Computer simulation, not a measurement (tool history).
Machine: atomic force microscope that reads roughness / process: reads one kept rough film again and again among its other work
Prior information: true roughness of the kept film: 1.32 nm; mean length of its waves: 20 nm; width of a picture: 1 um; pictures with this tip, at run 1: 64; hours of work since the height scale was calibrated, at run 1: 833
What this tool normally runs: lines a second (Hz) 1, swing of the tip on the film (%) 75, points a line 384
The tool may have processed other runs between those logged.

run    hour  lines a second (Hz)  swing of the tip on the film (%)  points a line  pictures with this tip  hours of work since the height scale was calibrated  roughness of the kept film (nm (root mean square))
  1       0                    1                                75            384                      64                                                  833                                               1.006
  2    58.2                    1                                75            384                     159                                                  860                                               0.909
       82.6  -- new tip fitted
  3   111.4                    1                                75            384                      47                                                  885                                               1.044
  4   166.1                    1                                75            767                     136                                                  911                                               0.957
      206.5  -- new tip fitted
  5   208.7                 0.82                                75            384                       3                                                  931                                               1.105
  6     242                 2.06                                75            384                      57                                                  946                                               0.964
  7   281.3                 2.06                                75            384                     121                                                  965                                               0.892
  8   318.2                 2.06                                59            384                     181                                                  982                                               0.914
      330.8  -- new tip fitted
  9   367.2                 2.06                                59            384                      59                                                 1005                                               1.035
 10   418.1                 2.06                                59            384                     142                                                 1029                                               0.943
      454.8  -- new tip fitted
 11   463.8                 0.51                                59            384                      15                                                 1050                                               1.137
 12   515.8                 0.51                                59            384                      99                                                 1075                                               1.021
      524.3  -- height scale calibrated on a step standard
      579.6  -- new tip fitted
 13   586.8                    1                                65            384                      11                                                   29                                               1.095
 14   629.3                    1                                65            384                      81                                                   49                                               1.016
      676.1  -- height scale calibrated on a step standard, once more
 15   688.8                 1.95                                82            436                     176                                                    6                                               0.833
      701.3  -- new tip fitted
 16   762.2                 1.14                                75            261                      99                                                   40                                               0.968
      827.5  -- new tip fitted
 17   835.6                    1                                62            384                      13                                                   75                                               1.132
 18   879.1                 1.25                                75            616                      84                                                   95                                               1.003
 19     932                 1.25                                75            616                     170                                                  120                                                0.92
      950.2  -- new tip fitted
 20   966.3                    1                                75            668                      26                                                  136                                               1.071
 21  1000.5                 3.44                                75            384                      82                                                  152                                               0.874
 22  1045.6                 1.22                                75            672                     155                                                  174                                               0.921
     1074.6  -- new tip fitted
 23  1097.2                    1                                75            357                      36                                                  198                                               1.065

Each row is a separate what-if for the run after 23, all from the same tool condition, not one after another. Results?
  A  1133.3                 0.89                                73            525                      95                                                  215                                                   ?
  B  1133.3                 1.63                                87            375                      95                                                  215                                                   ?
  C  1133.3                 1.13                                88            384                      95                                                  215                                                   ?
  D  1133.3                  1.2                                81            760                      95                                                  215                                                   ?

run  roughness of the kept film (nm (root mean square))
  A                                               1.014
  B                                               0.895
  C                                               0.943
  D                                               0.967
The same runs, with their run-to-run variation unchanged, on a tool lacking any hidden condition would have given:
run  roughness of the kept film (nm (root mean square))
  A                                               1.134
  B                                                   1
  C                                               1.054
  D                                               1.081
